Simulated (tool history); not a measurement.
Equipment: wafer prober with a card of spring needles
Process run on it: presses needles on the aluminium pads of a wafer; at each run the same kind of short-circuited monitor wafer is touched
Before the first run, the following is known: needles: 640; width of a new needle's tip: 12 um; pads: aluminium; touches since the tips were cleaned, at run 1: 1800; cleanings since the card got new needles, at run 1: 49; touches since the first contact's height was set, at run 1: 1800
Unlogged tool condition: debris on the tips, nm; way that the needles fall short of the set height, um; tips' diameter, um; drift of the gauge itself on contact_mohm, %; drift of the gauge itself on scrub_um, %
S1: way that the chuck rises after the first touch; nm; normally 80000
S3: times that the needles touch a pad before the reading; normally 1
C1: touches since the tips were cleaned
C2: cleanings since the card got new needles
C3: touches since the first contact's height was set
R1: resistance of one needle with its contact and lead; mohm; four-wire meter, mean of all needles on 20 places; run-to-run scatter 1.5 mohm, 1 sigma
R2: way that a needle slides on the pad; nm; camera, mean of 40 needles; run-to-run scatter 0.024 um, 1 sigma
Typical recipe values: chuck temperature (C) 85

run 1 day=0 | S1=80000 chuck_temperature_(C)=85 S3=1 | C1=1800 C2=49 C3=1800 | R1=163 R2=16780
-- day=0.429 tips cleaned on abrasive film
run 2 day=0.542 | S1=80000 chuck_temperature_(C)=85 S3=1 | C1=1951 C2=50 C3=11037 | R1=165 R2=16820
-- day=0.954 tips cleaned on abrasive film
run 3 day=1.325 | S1=80000 chuck_temperature_(C)=85 S3=1 | C1=6342 C2=51 C3=24372 | R1=192 R2=16760
-- day=1.512 tips cleaned on abrasive film
-- day=2.042 tips cleaned on abrasive film
run 4 day=2.117 | S1=80000 chuck_temperature_(C)=51 S3=1 | C1=1233 C2=53 C3=37815 | R1=150 R2=16740
-- day=2.579 tips cleaned on abrasive film
run 5 day=2.862 | S1=72000 chuck_temperature_(C)=85 S3=1 | C1=4863 C2=54 C3=50570 | R1=190 R2=15010
-- day=3.129 tips cleaned on abrasive film
run 6 day=3.525 | S1=80000 chuck_temperature_(C)=85 S3=2 | C1=6834 C2=55 C3=61893 | R1=172 R2=16700
-- day=3.667 tips cleaned on abrasive film
run 7 day=4.092 | S1=80000 chuck_temperature_(C)=85 S3=2 | C1=7270 C2=56 C3=71491 | R1=172 R2=16610
-- day=4.2 tips cleaned on abrasive film
-- day=4.754 tips cleaned on abrasive film
-- day=4.767 height of the first contact set anew
run 8 day=4.867 | S1=80000 chuck_temperature_(C)=85 S3=2 | C1=1674 C2=58 C3=1674 | R1=150 R2=16820
-- day=5.312 tips cleaned on abrasive film
run 9 day=5.312 | S1=75000 chuck_temperature_(C)=85 S3=1 | C1=0 C2=59 C3=9303 | R1=144 R2=15730
run 10 day=5.808 | S1=75000 chuck_temperature_(C)=85 S3=1 | C1=8528 C2=59 C3=17831 | R1=199 R2=15720
-- day=5.879 tips cleaned on abrasive film
run 11 day=6.254 | S1=69000 chuck_temperature_(C)=85 S3=1 | C1=6443 C2=60 C3=25350 | R1=205 R2=14500
-- day=6.4 tips cleaned on abrasive film
run 12 day=6.629 | S1=80000 chuck_temperature_(C)=85 S3=1 | C1=3946 C2=61 C3=31727 | R1=181 R2=16730
-- day=6.946 tips cleaned on abrasive film
run 13 day=6.979 | S1=80000 chuck_temperature_(C)=85 S3=1 | C1=584 C2=62 C3=37708 | R1=148 R2=16730
-- day=7.467 tips cleaned on abrasive film
run 14 day=7.621 | S1=80000 chuck_temperature_(C)=85 S3=1 | C1=2588 C2=63 C3=48593 | R1=169 R2=16740
-- day=8.017 tips cleaned on abrasive film
run 15 day=8.4 | S1=80000 chuck_temperature_(C)=85 S3=2 | C1=6577 C2=64 C3=61938 | R1=172 R2=16700
-- day=8.575 tips cleaned on abrasive film
-- day=9.108 tips cleaned on abrasive film
run 16 day=9.212 | S1=80000 chuck_temperature_(C)=85 S3=1 | C1=1806 C2=66 C3=75708 | R1=167 R2=16650
-- day=9.625 tips cleaned on abrasive film
-- day=9.638 height of the first contact set anew
run 17 day=9.812 | S1=80000 chuck_temperature_(C)=85 S3=1 | C1=2970 C2=67 C3=2970 | R1=172 R2=16840
-- day=10.158 tips cleaned on abrasive film
run 18 day=10.325 | S1=80000 chuck_temperature_(C)=85 S3=1 | C1=2822 C2=68 C3=11694 | R1=172 R2=16810
-- day=10.688 tips cleaned on abrasive film
run 19 day=11.062 | S1=68000 chuck_temperature_(C)=55 S3=1 | C1=6399 C2=69 C3=24266 | R1=202 R2=14300
-- day=11.221 tips cleaned on abrasive film
-- day=11.775 tips cleaned on abrasive film
run 20 day=11.867 | S1=66000 chuck_temperature_(C)=72 S3=2 | C1=1623 C2=71 C3=37961 | R1=157 R2=13790
run 21 day=12.225 | S1=71000 chuck_temperature_(C)=116 S3=2 | C1=7770 C2=71 C3=44108 | R1=182 R2=14820
-- day=12.358 tips cleaned on abrasive film
-- day=12.933 tips cleaned on abrasive film
run 22 day=12.983 | S1=71000 chuck_temperature_(C)=116 S3=2 | C1=853 C2=73 C3=56992 | R1=159 R2=14810
-- day=13.479 tips cleaned on abrasive film
run 23 day=13.642 | S1=71000 chuck_temperature_(C)=116 S3=1 | C1=2849 C2=74 C3=68217 | R1=183 R2=14740
-- day=14 tips cleaned on abrasive film
run 24 day=14.188 | S1=80000 chuck_temperature_(C)=50 S3=2 | C1=3193 C2=75 C3=77464 | R1=156 R2=16660
-- day=14.512 height of the first contact set anew
-- day=14.588 tips cleaned on abrasive film
run 25 day=14.775 | S1=80000 chuck_temperature_(C)=50 S3=2 | C1=3227 C2=76 C3=4497 | R1=156 R2=16840
-- day=15.142 tips cleaned on abrasive film
run 26 day=15.475 | S1=87000 chuck_temperature_(C)=71 S3=3 | C1=5708 C2=77 C3=16430 | R1=153 R2=18250
-- day=15.729 tips cleaned on abrasive film
run 27 day=15.888 | S1=87000 chuck_temperature_(C)=71 S3=3 | C1=2707 C2=78 C3=23408 | R1=147 R2=18250
-- day=16.292 tips cleaned on abrasive film
run 28 day=16.375 | S1=84000 chuck_temperature_(C)=53 S3=1 | C1=1433 C2=79 C3=31728 | R1=150 R2=17570
-- day=16.842 tips cleaned on abrasive film
run 29 day=16.854 | S1=83000 chuck_temperature_(C)=53 S3=3 | C1=206 C2=80 C3=39837 | R1=135 R2=17360
-- day=17.392 tips cleaned on abrasive film
run 30 day=17.571 | S1=87000 chuck_temperature_(C)=28 S3=3 | C1=3081 C2=81 C3=52082 | R1=143 R2=18200
-- day=17.946 tips cleaned on abrasive film
run 31 day=18.288 | S1=87000 chuck_temperature_(C)=124 S3=2 | C1=5875 C2=82 C3=64320 | R1=175 R2=18130
-- day=18.496 tips cleaned on abrasive film
run 32 day=18.825 | S1=73000 chuck_temperature_(C)=35 S3=1 | C1=5638 C2=83 C3=73468 | R1=198 R2=15180
-- day=19.071 tips cleaned on abrasive film
-- day=19.4 height of the first contact set anew
-- day=19.612 tips cleaned on abrasive film
run 33 day=19.642 | S1=70000 chuck_temperature_(C)=46 S3=2 | C1=514 C2=85 C3=4049 | R1=147 R2=14690

3 ways to go on from here, each from the tool as it stands after run 33. What would each give?
-- day=20.138 tips cleaned on abrasive film
run A day=20.138 | S1=93000 chuck_temperature_(C)=85 S3=1 | C1=0 C2=86 C3=12458 | R1=? R2=?
-- day=20.138 tips cleaned on abrasive film
run B day=20.138 | S1=75000 chuck_temperature_(C)=85 S3=2 | C1=0 C2=86 C3=12458 | R1=? R2=?
-- day=20.138 tips cleaned on abrasive film
run C day=20.138 | S1=80000 chuck_temperature_(C)=51 S3=1 | C1=0 C2=86 C3=12458 | R1=? R2=?

run=A R1=144 R2=19530
run=B R1=147 R2=15790
run=C R1=142 R2=16790
Take away the tool's hidden state, keep each run's random variation, and the runs would have read:
run=A R1=137 R2=19570
run=B R1=140 R2=15830
run=C R1=132 R2=16840
